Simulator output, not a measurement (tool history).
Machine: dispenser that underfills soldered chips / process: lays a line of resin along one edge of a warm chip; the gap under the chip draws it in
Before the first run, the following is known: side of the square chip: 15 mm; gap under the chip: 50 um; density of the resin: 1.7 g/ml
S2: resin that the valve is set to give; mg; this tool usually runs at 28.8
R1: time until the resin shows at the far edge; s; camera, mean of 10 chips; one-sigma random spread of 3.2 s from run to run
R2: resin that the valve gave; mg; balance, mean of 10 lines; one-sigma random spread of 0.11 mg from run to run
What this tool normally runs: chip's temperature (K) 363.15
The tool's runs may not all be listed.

run 1 hour=0.0 | chip's_temperature_(K)=363.15 S2=28.8 | R1=528.0 R2=28.22
-- hour=1.4 new syringe of resin
run 2 hour=7.1 | chip's_temperature_(K)=363.15 S2=36.8 | R1=437.9 R2=36.00
-- hour=10.7 new syringe of resin
run 3 hour=18.2 | chip's_temperature_(K)=363.15 S2=37.0 | R1=482.3 R2=36.11
-- hour=20.2 new syringe of resin
run 4 hour=28.0 | chip's_temperature_(K)=363.15 S2=37.0 | R1=500.9 R2=35.90
-- hour=30.5 new syringe of resin
run 5 hour=35.8 | chip's_temperature_(K)=359.15 S2=28.8 | R1=523.5 R2=27.86
-- hour=40.1 new syringe of resin
run 6 hour=48.5 | chip's_temperature_(K)=363.15 S2=27.4 | R1=529.2 R2=26.30
-- hour=50.0 new syringe of resin
run 7 hour=58.3 | chip's_temperature_(K)=363.15 S2=27.4 | R1=528.2 R2=26.28
-- hour=59.8 new syringe of resin
-- hour=70.1 new syringe of resin
run 8 hour=72.5 | chip's_temperature_(K)=363.15 S2=27.4 | R1=369.2 R2=26.04
-- hour=80.7 new syringe of resin
run 9 hour=84.2 | chip's_temperature_(K)=363.15 S2=28.8 | R1=392.8 R2=27.28
-- hour=90.0 new syringe of resin
-- hour=93.2 dispensing valve cleaned and set on the balance
run 10 hour=95.5 | chip's_temperature_(K)=363.15 S2=28.8 | R1=409.4 R2=28.76
-- hour=100.4 new syringe of resin
run 11 hour=105.4 | chip's_temperature_(K)=363.15 S2=28.8 | R1=411.5 R2=28.69
-- hour=110.8 new syringe of resin
run 12 hour=117.3 | chip's_temperature_(K)=375.15 S2=28.8 | R1=266.7 R2=28.55
-- hour=120.9 new syringe of resin
-- hour=130.2 new syringe of resin
run 13 hour=130.3 | chip's_temperature_(K)=363.15 S2=28.8 | R1=309.0 R2=28.18
-- hour=139.5 new syringe of resin
run 14 hour=143.8 | chip's_temperature_(K)=363.15 S2=29.5 | R1=390.7 R2=28.87
-- hour=149.6 new syringe of resin
run 15 hour=158.1 | chip's_temperature_(K)=363.15 S2=29.5 | R1=503.8 R2=28.63
-- hour=159.5 new syringe of resin
-- hour=169.1 new syringe of resin
run 16 hour=173.8 | chip's_temperature_(K)=363.15 S2=35.5 | R1=390.9 R2=34.47
-- hour=178.6 new syringe of resin
run 17 hour=187.0 | chip's_temperature_(K)=374.15 S2=28.8 | R1=300.4 R2=27.42
-- hour=188.5 new syringe of resin
-- hour=198.1 new syringe of resin
run 18 hour=201.1 | chip's_temperature_(K)=365.15 S2=26.3 | R1=342.5 R2=24.98
-- hour=208.1 new syringe of resin
run 19 hour=208.9 | chip's_temperature_(K)=351.15 S2=27.5 | R1=564.4 R2=26.02
-- hour=217.6 new syringe of resin
run 20 hour=218.1 | chip's_temperature_(K)=351.15 S2=25.3 | R1=582.2 R2=24.01
-- hour=222.2 dispensing valve cleaned and set on the balance
run 21 hour=227.2 | chip's_temperature_(K)=366.15 S2=24.8 | R1=452.2 R2=24.80
-- hour=228.9 new syringe of resin
-- hour=238.3 new syringe of resin
run 22 hour=240.2 | chip's_temperature_(K)=366.15 S2=24.8 | R1=310.5 R2=24.48
-- hour=248.0 new syringe of resin
run 23 hour=249.7 | chip's_temperature_(K)=370.15 S2=30.7 | R1=234.4 R2=30.40
-- hour=257.8 new syringe of resin
run 24 hour=258.8 | chip's_temperature_(K)=349.15 S2=33.1 | R1=614.5 R2=32.79
-- hour=267.9 new syringe of resin
run 25 hour=268.2 | chip's_temperature_(K)=349.15 S2=33.1 | R1=596.3 R2=32.50
-- hour=277.5 new syringe of resin
run 26 hour=279.8 | chip's_temperature_(K)=349.15 S2=33.1 | R1=682.2 R2=32.48
-- hour=287.3 new syringe of resin
run 27 hour=291.6 | chip's_temperature_(K)=360.15 S2=26.9 | R1=448.0 R2=26.20
-- hour=296.8 new syringe of resin
-- hour=306.5 new syringe of resin
run 28 hour=307.9 | chip's_temperature_(K)=363.15 S2=33.0 | R1=308.5 R2=31.98
-- hour=316.6 new syringe of resin
run 29 hour=318.0 | chip's_temperature_(K)=363.15 S2=33.0 | R1=313.3 R2=31.63
-- hour=325.9 new syringe of resin
run 30 hour=326.5 | chip's_temperature_(K)=374.15 S2=28.8 | R1=185.0 R2=27.57
run 31 hour=333.6 | chip's_temperature_(K)=374.15 S2=28.8 | R1=290.3 R2=27.56
-- hour=335.3 new syringe of resin
run 32 hour=341.4 | chip's_temperature_(K)=376.15 S2=24.6 | R1=252.4 R2=23.19
-- hour=345.0 new syringe of resin
-- hour=351.7 dispensing valve cleaned and set on the balance
run 33 hour=351.9 | chip's_temperature_(K)=377.15 S2=33.0 | R1=217.7 R2=32.80

Here are 3 independent what-if runs from the current tool condition. What would each one return?
-- hour=356.3 new syringe of resin
-- hour=366.0 new syringe of resin
run A hour=367.9 | chip's_temperature_(K)=370.15 S2=27.4 | R1=? R2=?
-- hour=356.3 new syringe of resin
-- hour=366.0 new syringe of resin
run B hour=367.9 | chip's_temperature_(K)=365.15 S2=25.8 | R1=? R2=?
-- hour=356.3 new syringe of resin
-- hour=366.0 new syringe of resin
run C hour=367.9 | chip's_temperature_(K)=359.15 S2=27.2 | R1=? R2=?

run=A R1=230.5 R2=26.88
run=B R1=300.0 R2=25.62
run=C R1=391.3 R2=27.11
What these runs would have given with no unlogged condition in the tool:
run=A R1=226.3 R2=27.04
run=B R1=295.2 R2=25.76
run=C R1=386.4 R2=27.27
